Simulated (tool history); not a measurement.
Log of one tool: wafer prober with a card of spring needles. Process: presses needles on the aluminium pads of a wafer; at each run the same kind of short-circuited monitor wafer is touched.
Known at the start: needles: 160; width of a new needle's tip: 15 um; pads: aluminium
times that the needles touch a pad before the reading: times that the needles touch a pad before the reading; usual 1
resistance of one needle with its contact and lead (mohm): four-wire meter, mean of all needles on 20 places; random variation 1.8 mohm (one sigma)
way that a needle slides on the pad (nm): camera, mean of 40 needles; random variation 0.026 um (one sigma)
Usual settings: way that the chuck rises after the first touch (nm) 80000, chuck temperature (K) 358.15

run,day,way that the chuck rises after the first touch (nm),chuck temperature (K),times that the needles touch a pad before the reading,resistance of one needle with its contact and lead (mohm),way that a needle slides on the pad (nm)
1,0.000,80000,358.15,1,198,9820
# day 0.058: height of the first contact set anew
# day 0.204: tips cleaned on abrasive film
# day 0.442: tips cleaned on abrasive film
# day 0.633: tips cleaned on abrasive film
# day 0.871: tips cleaned on abrasive film
# day 1.108: tips cleaned on abrasive film
# day 1.300: tips cleaned on abrasive film
# day 1.538: tips cleaned on abrasive film
# day 1.729: tips cleaned on abrasive film
# day 1.921: tips cleaned on abrasive film
2,2.083,80000,358.15,1,301,10030
# day 2.138: tips cleaned on abrasive film
# day 2.329: tips cleaned on abrasive film
# day 2.567: tips cleaned on abrasive film
# day 2.758: tips cleaned on abrasive film
# day 2.996: tips cleaned on abrasive film
# day 3.188: tips cleaned on abrasive film
3,3.300,80000,358.15,1,288,9900
# day 3.396: tips cleaned on abrasive film
# day 3.588: tips cleaned on abrasive film
# day 3.779: tips cleaned on abrasive film
# day 3.971: tips cleaned on abrasive film
# day 4.208: tips cleaned on abrasive film
# day 4.446: tips cleaned on abrasive film
# day 4.504: height of the first contact set anew
# day 4.650: tips cleaned on abrasive film
4,4.725,80000,358.15,1,255,10140
# day 4.871: tips cleaned on abrasive film
# day 5.062: tips cleaned on abrasive film
# day 5.254: tips cleaned on abrasive film
# day 5.446: tips cleaned on abrasive film
# day 5.638: tips cleaned on abrasive film
# day 5.829: tips cleaned on abrasive film
# day 6.017: tips cleaned on abrasive film
5,6.138,80000,358.15,1,276,10010
# day 6.238: tips cleaned on abrasive film
# day 6.475: tips cleaned on abrasive film
# day 6.712: tips cleaned on abrasive film
# day 6.904: tips cleaned on abrasive film
# day 7.096: tips cleaned on abrasive film
# day 7.333: tips cleaned on abrasive film
# day 7.525: tips cleaned on abrasive film
# day 7.717: tips cleaned on abrasive film
# day 7.954: tips cleaned on abrasive film
# day 8.146: tips cleaned on abrasive film
# day 8.358: tips cleaned on abrasive film
6,8.358,80000,358.15,1,208,9900
# day 8.550: tips cleaned on abrasive film
# day 8.742: tips cleaned on abrasive film
# day 8.933: tips cleaned on abrasive film
# day 8.946: height of the first contact set anew
# day 9.138: tips cleaned on abrasive film
# day 9.329: tips cleaned on abrasive film
# day 9.567: tips cleaned on abrasive film
# day 9.758: tips cleaned on abrasive film
# day 9.950: tips cleaned on abrasive film
7,10.129,80000,358.15,1,317,10040
# day 10.183: tips cleaned on abrasive film
# day 10.371: tips cleaned on abrasive film
# day 10.562: tips cleaned on abrasive film
# day 10.804: tips cleaned on abrasive film
# day 10.992: tips cleaned on abrasive film
# day 11.233: tips cleaned on abrasive film
8,11.275,80000,358.15,1,245,10010
# day 11.467: tips cleaned on abrasive film
# day 11.658: tips cleaned on abrasive film
# day 11.850: tips cleaned on abrasive film
# day 12.038: tips cleaned on abrasive film
# day 12.229: tips cleaned on abrasive film
# day 12.467: tips cleaned on abrasive film
9,12.467,80000,358.15,1,216,9930
# day 12.704: tips cleaned on abrasive film
# day 12.942: tips cleaned on abrasive film
# day 13.133: tips cleaned on abrasive film
# day 13.325: tips cleaned on abrasive film
# day 13.383: height of the first contact set anew
# day 13.575: tips cleaned on abrasive film
# day 13.767: tips cleaned on abrasive film
# day 13.958: tips cleaned on abrasive film
# day 14.196: tips cleaned on abrasive film
# day 14.388: tips cleaned on abrasive film
# day 14.625: tips cleaned on abrasive film
10,14.692,80000,358.15,1,261,10090
# day 14.838: tips cleaned on abrasive film
# day 15.025: tips cleaned on abrasive film
# day 15.217: tips cleaned on abrasive film
# day 15.408: tips cleaned on abrasive film
# day 15.646: tips cleaned on abrasive film
# day 15.838: tips cleaned on abrasive film
# day 16.075: tips cleaned on abrasive film
# day 16.267: tips cleaned on abrasive film
11,16.350,94000,310.15,1,250,11700
# day 16.496: tips cleaned on abrasive film
# day 16.688: tips cleaned on abrasive film
# day 16.925: tips cleaned on abrasive film
# day 17.162: tips cleaned on abrasive film
# day 17.354: tips cleaned on abrasive film
# day 17.546: tips cleaned on abrasive film
# day 17.783: tips cleaned on abrasive film
# day 17.842: height of the first contact set anew
12,17.867,94000,370.15,1,247,11890
# day 18.012: tips cleaned on abrasive film
# day 18.204: tips cleaned on abrasive film
# day 18.396: tips cleaned on abrasive film
# day 18.633: tips cleaned on abrasive film
# day 18.871: tips cleaned on abrasive film
# day 19.062: tips cleaned on abrasive film
# day 19.254: tips cleaned on abrasive film
13,19.321,80000,342.15,1,270,10060
# day 19.467: tips cleaned on abrasive film
# day 19.658: tips cleaned on abrasive film
# day 19.896: tips cleaned on abrasive film
# day 20.088: tips cleaned on abrasive film
# day 20.279: tips cleaned on abrasive film
# day 20.517: tips cleaned on abrasive film
# day 20.708: tips cleaned on abrasive film
# day 20.946: tips cleaned on abrasive film
14,20.946,93000,358.15,1,205,11530
# day 21.133: tips cleaned on abrasive film
# day 21.375: tips cleaned on abrasive film
# day 21.567: tips cleaned on abrasive film
# day 21.754: tips cleaned on abrasive film
# day 21.996: tips cleaned on abrasive film
# day 22.183: tips cleaned on abrasive film
# day 22.292: height of the first contact set anew
# day 22.388: tips cleaned on abrasive film
# day 22.579: tips cleaned on abrasive film
# day 22.817: tips cleaned on abrasive film
# day 23.008: tips cleaned on abrasive film
15,23.021,87000,358.15,1,217,10980
# day 23.212: tips cleaned on abrasive film
# day 23.400: tips cleaned on abrasive film
# day 23.592: tips cleaned on abrasive film
# day 23.783: tips cleaned on abrasive film
# day 23.975: tips cleaned on abrasive film
# day 24.212: tips cleaned on abrasive film
16,24.308,63000,358.15,2,281,7850
# day 24.450: tips cleaned on abrasive film
# day 24.642: tips cleaned on abrasive film
# day 24.879: tips cleaned on abrasive film
# day 25.071: tips cleaned on abrasive film
# day 25.262: tips cleaned on abrasive film
# day 25.454: tips cleaned on abrasive film
# day 25.646: tips cleaned on abrasive film
# day 25.838: tips cleaned on abrasive film
# day 26.075: tips cleaned on abrasive film
# day 26.312: tips cleaned on abrasive film
# day 26.550: tips cleaned on abrasive film
17,26.683,63000,358.15,2,330,7660
# day 26.742: height of the first contact set anew
# day 26.792: tips cleaned on abrasive film
# day 27.029: tips cleaned on abrasive film
# day 27.221: tips cleaned on abrasive film
# day 27.412: tips cleaned on abrasive film
# day 27.650: tips cleaned on abrasive film
# day 27.888: tips cleaned on abrasive film
# day 28.125: tips cleaned on abrasive film
# day 28.317: tips cleaned on abrasive film
# day 28.554: tips cleaned on abrasive film
18,28.554,63000,358.15,2,221,7820
# day 28.746: tips cleaned on abrasive film
# day 28.983: tips cleaned on abrasive film
# day 29.225: tips cleaned on abrasive film
# day 29.462: tips cleaned on abrasive film
# day 29.654: tips cleaned on abrasive film
# day 29.846: tips cleaned on abrasive film
# day 30.033: tips cleaned on abrasive film
# day 30.275: tips cleaned on abrasive film
# day 30.775: card fitted with new needles
19,30.929,82000,309.15,1,240,10340

4 ways to go on from here, each from the tool as it stands after run 19. What would each give?
# day 30.979: tips cleaned on abrasive film
# day 31.171: tips cleaned on abrasive film
# day 31.362: tips cleaned on abrasive film
# day 31.554: tips cleaned on abrasive film
# day 31.746: tips cleaned on abrasive film
A,31.908,77000,358.15,2,?,?
# day 30.979: tips cleaned on abrasive film
# day 31.171: tips cleaned on abrasive film
# day 31.362: tips cleaned on abrasive film
# day 31.554: tips cleaned on abrasive film
# day 31.746: tips cleaned on abrasive film
B,31.908,80000,358.15,2,?,?
# day 30.979: tips cleaned on abrasive film
# day 31.171: tips cleaned on abrasive film
# day 31.362: tips cleaned on abrasive film
# day 31.554: tips cleaned on abrasive film
# day 31.746: tips cleaned on abrasive film
C,31.908,80000,358.15,2,?,?
# day 30.979: tips cleaned on abrasive film
# day 31.171: tips cleaned on abrasive film
# day 31.362: tips cleaned on abrasive film
# day 31.554: tips cleaned on abrasive film
# day 31.746: tips cleaned on abrasive film
D,31.908,82000,385.15,1,?,?

run,resistance of one needle with its contact and lead (mohm),way that a needle slides on the pad (nm)
A,236,9680
B,229,10090
C,229,10110
D,253,10310
Without the tool's hidden state the same runs would have given:
run,resistance of one needle with its contact and lead (mohm),way that a needle slides on the pad (nm)
A,193,9740
B,190,10160
C,190,10170
D,194,10370
